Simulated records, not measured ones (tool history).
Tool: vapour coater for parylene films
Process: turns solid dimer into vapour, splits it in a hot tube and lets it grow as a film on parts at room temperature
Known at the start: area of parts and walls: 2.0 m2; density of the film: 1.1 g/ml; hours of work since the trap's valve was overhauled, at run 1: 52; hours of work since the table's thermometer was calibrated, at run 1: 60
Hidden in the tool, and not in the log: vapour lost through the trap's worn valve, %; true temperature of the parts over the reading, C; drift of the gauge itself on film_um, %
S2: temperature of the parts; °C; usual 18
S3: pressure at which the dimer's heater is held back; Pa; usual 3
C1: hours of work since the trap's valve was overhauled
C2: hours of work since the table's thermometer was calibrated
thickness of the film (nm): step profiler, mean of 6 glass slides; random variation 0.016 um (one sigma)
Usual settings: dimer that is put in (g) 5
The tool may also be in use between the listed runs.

Run 1, hour 0: usual settings; C1 52; C2 60. Result: thickness of the film (nm) 1360.
Run 2, hour 33.9: usual settings; C1 71; C2 78. Result: thickness of the film (nm) 1320.
Run 3, hour 66.9: usual settings; C1 89; C2 97. Result: thickness of the film (nm) 1360.
Run 4, hour 100.7: usual settings; C1 108; C2 116. Result: thickness of the film (nm) 1380.
Run 5, hour 134.8: usual settings; C1 127; C2 135. Result: thickness of the film (nm) 1350.
Run 6, hour 171.4: usual settings but S3 10.38 Pa; C1 148; C2 155. Result: thickness of the film (nm) 990.
Run 7, hour 196.7: usual settings but S2 17 °C, S3 10.38 Pa; C1 162; C2 169. Result: thickness of the film (nm) 1000.
Run 8, hour 217.5: usual settings but S2 17 °C, S3 10.38 Pa; C1 174; C2 181. Result: thickness of the film (nm) 1010.
Run 9, hour 252.8: usual settings; C1 193; C2 201. Result: thickness of the film (nm) 1320.
Run 10, hour 277.5: usual settings; C1 207; C2 214. Result: thickness of the film (nm) 1310.
Run 11, hour 296.9: usual settings but S3 2.38 Pa; C1 218; C2 225. Result: thickness of the film (nm) 1410.
Run 12, hour 313.4: usual settings but dimer that is put in (g) 2; C1 227; C2 234. Result: thickness of the film (nm) 500.
Run 13, hour 348.6: usual settings but dimer that is put in (g) 2; C1 247; C2 254. Result: thickness of the film (nm) 510.
Run 14, hour 386.3: usual settings but dimer that is put in (g) 2; C1 268; C2 275. Result: thickness of the film (nm) 530.
Run 15, hour 421.2: usual settings; C1 287; C2 295. Result: thickness of the film (nm) 1300.
Run 16, hour 447.5: usual settings; C1 302; C2 309. Result: thickness of the film (nm) 1290.
Run 17, hour 485.6: usual settings; C1 323; C2 331. Result: thickness of the film (nm) 1320.
Run 18, hour 518.1: usual settings; C1 341; C2 349. Result: thickness of the film (nm) 1270.
Run 19, hour 549.7: usual settings but S2 14 °C, S3 7.11 Pa; C1 359; C2 366. Result: thickness of the film (nm) 1130.
Run 20, hour 577.3: usual settings but dimer that is put in (g) 3, S2 16 °C; C1 374; C2 382. Result: thickness of the film (nm) 790.
Run 21, hour 616.5: usual settings but dimer that is put in (g) 6, S2 16 °C; C1 396; C2 404. Result: thickness of the film (nm) 1600.
Run 22, hour 649.1: usual settings but dimer that is put in (g) 4, S2 16 °C; C1 414; C2 422. Result: thickness of the film (nm) 1080.
Run 23, hour 679.2: usual settings but dimer that is put in (g) 2, S3 5.32 Pa; C1 431; C2 439. Result: thickness of the film (nm) 440.
Run 24, hour 699.8: usual settings but dimer that is put in (g) 2, S3 5.32 Pa; C1 443; C2 450. Result: thickness of the film (nm) 450.
Run 25, hour 719.6: usual settings but dimer that is put in (g) 2, S3 5.32 Pa; C1 454; C2 461. Result: thickness of the film (nm) 440.
Run 26, hour 737.2: usual settings but dimer that is put in (g) 2, S2 12 °C, S3 9.04 Pa; C1 464; C2 471. Result: thickness of the film (nm) 450.
Run 27, hour 771.5: usual settings but S2 29 °C, S3 10.52 Pa; C1 483; C2 490. Result: thickness of the film (nm) 750.
Run 28, hour 794: usual settings but S2 29 °C, S3 10.52 Pa; C1 495; C2 503. Result: thickness of the film (nm) 740.
Run 29, hour 825.3: usual settings but S2 11 °C, S3 11.18 Pa; C1 513; C2 520. Result: thickness of the film (nm) 1040.
Run 30, hour 851.7: usual settings but S2 11 °C, S3 11.18 Pa; C1 528; C2 535. Result: thickness of the film (nm) 1050.
Run 31, hour 873: usual settings but S2 11 °C, S3 11.18 Pa; C1 539; C2 547. Result: thickness of the film (nm) 1050.
Run 32, hour 895.5: usual settings but S2 11 °C, S3 11.18 Pa; C1 552; C2 559. Result: thickness of the film (nm) 1030.
Run 33, hour 920.2: usual settings but dimer that is put in (g) 2, S2 25 °C, S3 3.33 Pa; C1 566; C2 573. Result: thickness of the film (nm) 430.
Run 34, hour 940.9: usual settings but dimer that is put in (g) 2, S2 13 °C, S3 2.31 Pa; C1 577; C2 585. Result: thickness of the film (nm) 590.

Forecast run 35:
Run 35, hour 965.9: usual settings but dimer that is put in (g) 4; C1 591; C2 599. Result: thickness of the film (nm) ?.

{"run 35": {"thickness of the film (nm)": 990}}
Without the tool's hidden state the same run would have given thickness of the film (nm) 1090.
